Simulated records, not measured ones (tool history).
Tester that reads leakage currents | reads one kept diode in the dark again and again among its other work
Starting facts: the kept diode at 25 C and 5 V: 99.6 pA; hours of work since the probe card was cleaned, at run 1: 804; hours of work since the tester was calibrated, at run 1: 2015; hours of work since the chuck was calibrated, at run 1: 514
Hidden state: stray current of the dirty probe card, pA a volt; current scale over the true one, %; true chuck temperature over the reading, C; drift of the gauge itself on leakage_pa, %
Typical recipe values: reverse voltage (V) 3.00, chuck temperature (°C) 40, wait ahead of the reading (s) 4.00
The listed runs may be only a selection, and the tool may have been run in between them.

| run | day | reverse voltage (V) | chuck temperature (°C) | wait ahead of the reading (s) | hours of work since the probe card was cleaned | hours of work since the tester was calibrated | hours of work since the chuck was calibrated | current that the tester gives (pA) |
|---|---|---|---|---|---|---|---|---|
| 1 | 0.000 | 3.00 | 40 | 4.00 | 804 | 2015 | 514 | 300.10 |
| 2 | 3.425 | 3.00 | 40 | 4.00 | 866 | 2077 | 577 | 300.21 |
| 3 | 6.304 | 3.00 | 40 | 4.00 | 919 | 2130 | 629 | 301.28 |
| 4 | 10.012 | 3.00 | 26 | 4.00 | 986 | 2197 | 696 | 94.29 |
| 5 | 13.492 | 3.00 | 26 | 4.00 | 1049 | 2260 | 760 | 94.20 |
| 6 | 15.312 | 3.00 | 26 | 4.00 | 1082 | 2293 | 793 | 95.28 |
| 7 | 16.954 | 3.00 | 26 | 4.00 | 1112 | 2323 | 822 | 94.87 |
|  | 18.262 | tester calibrated |
|  | 19.288 | probe card cleaned and baked |
| 8 | 19.758 | 3.00 | 26 | 4.00 | 9 | 25 | 870 | 91.77 |
| 9 | 22.183 | 3.00 | 40 | 6.04 | 53 | 69 | 914 | 304.62 |
| 10 | 24.308 | 3.00 | 37 | 4.00 | 91 | 108 | 952 | 238.05 |
| 11 | 26.883 | 6.35 | 37 | 4.00 | 138 | 154 | 999 | 315.32 |
| 12 | 29.367 | 3.00 | 38 | 4.00 | 183 | 200 | 1044 | 258.64 |
| 13 | 31.275 | 3.00 | 38 | 4.00 | 218 | 234 | 1079 | 259.49 |
| 14 | 34.458 | 3.00 | 38 | 4.00 | 276 | 292 | 1137 | 260.48 |
| 15 | 36.608 | 1.65 | 40 | 0.64 | 315 | 331 | 1176 | 243.45 |
| 16 | 39.917 | 1.65 | 40 | 0.64 | 375 | 391 | 1236 | 244.65 |
| 17 | 42.046 | 1.65 | 40 | 0.64 | 414 | 430 | 1275 | 245.69 |
| 18 | 45.475 | 1.65 | 40 | 0.64 | 476 | 492 | 1337 | 244.77 |
| 19 | 47.308 | 1.65 | 40 | 0.64 | 509 | 526 | 1370 | 245.21 |
| 20 | 50.671 | 8.81 | 45 | 4.00 | 570 | 587 | 1431 | 693.23 |
| 21 | 53.950 | 3.93 | 45 | 0.98 | 630 | 646 | 1491 | 510.77 |
| 22 | 56.062 | 3.93 | 47 | 0.98 | 668 | 685 | 1529 | 597.99 |
| 23 | 57.817 | 3.93 | 47 | 0.98 | 700 | 717 | 1561 | 597.86 |
| 24 | 60.754 | 3.93 | 47 | 0.98 | 754 | 770 | 1615 | 601.82 |
| 25 | 64.083 | 3.00 | 40 | 2.78 | 814 | 830 | 1675 | 311.67 |

How the hidden state differs across the entries between the runs, from the last listed run before each to the first after it:
From run 7 to run 8: tester calibrated (day 18.262); probe card cleaned and baked (day 19.288)
  stray current of the dirty probe card, pA a volt: 1.521 -> 0.035; current scale over the true one, %: -1.12 -> -0.04; true chuck temperature over the reading, C: 0.19 -> 0.21
  what was measured, less what the result would be without the hidden state, current that the tester gives (pA): +5.00 -> +1.73
